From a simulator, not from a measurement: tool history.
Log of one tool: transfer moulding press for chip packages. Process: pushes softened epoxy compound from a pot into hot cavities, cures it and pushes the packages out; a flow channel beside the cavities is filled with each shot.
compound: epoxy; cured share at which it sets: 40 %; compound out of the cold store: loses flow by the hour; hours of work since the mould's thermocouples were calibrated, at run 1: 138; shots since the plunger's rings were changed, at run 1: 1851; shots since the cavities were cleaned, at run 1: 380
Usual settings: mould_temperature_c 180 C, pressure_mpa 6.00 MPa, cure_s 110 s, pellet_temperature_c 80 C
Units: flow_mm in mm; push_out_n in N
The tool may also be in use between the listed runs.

| run | day | mould_temperature_c | pressure_mpa | cure_s | pellet_temperature_c | hours of work since the mould's thermocouples were calibrated | shots since the plunger's rings were changed | shots since the cavities were cleaned | incoming compound's hours out of the cold store | flow_mm | push_out_n |
|---|---|---|---|---|---|---|---|---|---|---|---|
| 1 | 0.000 | 180 | 6.00 | 110 | 80 | 138 | 1851 | 380 | 16.9 | 742 | 548 |
| 2 | 0.196 | 180 | 6.00 | 118 | 80 | 141 | 1896 | 425 | 37.1 | 701 | 515 |
| 3 | 0.646 | 180 | 6.00 | 110 | 80 | 147 | 1997 | 526 | 41.3 | 693 | 554 |
| 4 | 0.862 | 180 | 6.00 | 110 | 80 | 150 | 2046 | 575 | 31.4 | 712 | 583 |
|  | 1.129 | cavities cleaned with cleaning compound and waxed |
| 5 | 1.129 | 180 | 6.00 | 110 | 80 | 153 | 2092 | 0 | 38.6 | 700 | 672 |
| 6 | 1.588 | 180 | 6.00 | 108 | 80 | 159 | 2196 | 104 | 22.1 | 728 | 712 |
| 7 | 1.983 | 180 | 6.00 | 108 | 80 | 165 | 2285 | 193 | 27.9 | 719 | 719 |
| 8 | 2.188 | 180 | 6.00 | 110 | 80 | 168 | 2331 | 239 | 22.2 | 735 | 703 |
| 9 | 2.562 | 180 | 6.00 | 110 | 80 | 173 | 2416 | 324 | 21.7 | 741 | 726 |
| 10 | 2.875 | 180 | 6.00 | 112 | 80 | 177 | 2486 | 394 | 15.3 | 748 | 719 |
| 11 | 3.208 | 180 | 6.00 | 112 | 80 | 182 | 2561 | 469 | 26.0 | 728 | 706 |
| 12 | 3.500 | 180 | 6.00 | 112 | 80 | 186 | 2626 | 534 | 13.0 | 766 | 721 |
| 13 | 3.779 | 180 | 6.00 | 112 | 80 | 190 | 2690 | 598 | 40.2 | 695 | 710 |
|  | 3.946 | cavities cleaned with cleaning compound and waxed, once more |
| 14 | 4.062 | 180 | 6.00 | 112 | 80 | 193 | 2740 | 27 | 29.2 | 713 | 428 |
| 15 | 4.425 | 174 | 6.00 | 110 | 80 | 198 | 2821 | 108 | 39.7 | 707 | 600 |
| 16 | 4.654 | 174 | 6.00 | 124 | 85 | 201 | 2873 | 160 | 16.3 | 763 | 530 |
| 17 | 5.046 | 175 | 5.17 | 95 | 80 | 207 | 2961 | 248 | 33.2 | 670 | 853 |
| 18 | 5.300 | 175 | 5.17 | 95 | 80 | 210 | 3019 | 306 | 41.7 | 649 | 879 |
| 19 | 5.750 | 175 | 5.17 | 95 | 80 | 217 | 3121 | 408 | 33.0 | 664 | 946 |
| 20 | 6.042 | 175 | 5.17 | 95 | 80 | 221 | 3186 | 473 | 18.0 | 706 | 1031 |
| 21 | 6.396 | 184 | 6.15 | 109 | 85 | 226 | 3266 | 553 | 34.4 | 698 | 523 |
|  | 6.767 | cavities cleaned with cleaning compound and waxed |
| 22 | 6.917 | 184 | 6.15 | 109 | 85 | 232 | 3370 | 35 | 33.6 | 695 | 423 |
| 23 | 7.346 | 179 | 5.67 | 104 | 74 | 238 | 3466 | 131 | 9.2 | 741 | 584 |
| 24 | 7.583 | 181 | 6.29 | 110 | 80 | 241 | 3520 | 185 | 18.1 | 748 | 517 |
| 25 | 7.779 | 181 | 4.67 | 110 | 89 | 244 | 3564 | 229 | 13.8 | 648 | 527 |
| 26 | 8.192 | 181 | 4.67 | 110 | 75 | 250 | 3657 | 322 | 39.2 | 603 | 542 |
| 27 | 8.433 | 179 | 6.26 | 103 | 78 | 253 | 3712 | 377 | 42.8 | 695 | 607 |
| 28 | 8.679 | 179 | 6.26 | 103 | 78 | 257 | 3768 | 433 | 41.9 | 692 | 651 |
| 29 | 8.942 | 175 | 6.26 | 129 | 78 | 260 | 3827 | 492 | 47.2 | 699 | 564 |
| 30 | 9.254 | 180 | 6.00 | 117 | 84 | 265 | 3897 | 562 | 8.2 | 762 | 583 |

Measured less the same run without the tool's hidden state. The same run-to-run variation is in both; the gauge's scatter may not be:
The hidden state here: true mould temperature over the reading, C; pressure that reaches the compound, % of what is set; grip of the stained cavities, % over clean ones'; drift of the gauge itself on flow_mm, %; drift of the gauge itself on push_out_n, %.
| run | flow_mm | push_out_n |
|---|---|---|
| 1 | -14 | +101 |
| 2 | -14 | +107 |
| 3 | -14 | +130 |
| 4 | -14 | +142 |
| 5 | -15 | +242 |
| 6 | -16 | +258 |
| 7 | -16 | +261 |
| 8 | -18 | +260 |
| 9 | -18 | +271 |
| 10 | -19 | +269 |
| 11 | -19 | +266 |
| 12 | -20 | +272 |
| 13 | -18 | +269 |
| 14 | -19 | +5 |
| 15 | -20 | +27 |
| 16 | -23 | +44 |
| 17 | -20 | +96 |
| 18 | -20 | +125 |
| 19 | -21 | +169 |
| 20 | -23 | +203 |
| 21 | -23 | +131 |
| 22 | -23 | +24 |
| 23 | -26 | +53 |
| 24 | -26 | +68 |
| 25 | -23 | +79 |
| 26 | -22 | +101 |
| 27 | -26 | +119 |
| 28 | -26 | +138 |
| 29 | -27 | +133 |
| 30 | -30 | +149 |

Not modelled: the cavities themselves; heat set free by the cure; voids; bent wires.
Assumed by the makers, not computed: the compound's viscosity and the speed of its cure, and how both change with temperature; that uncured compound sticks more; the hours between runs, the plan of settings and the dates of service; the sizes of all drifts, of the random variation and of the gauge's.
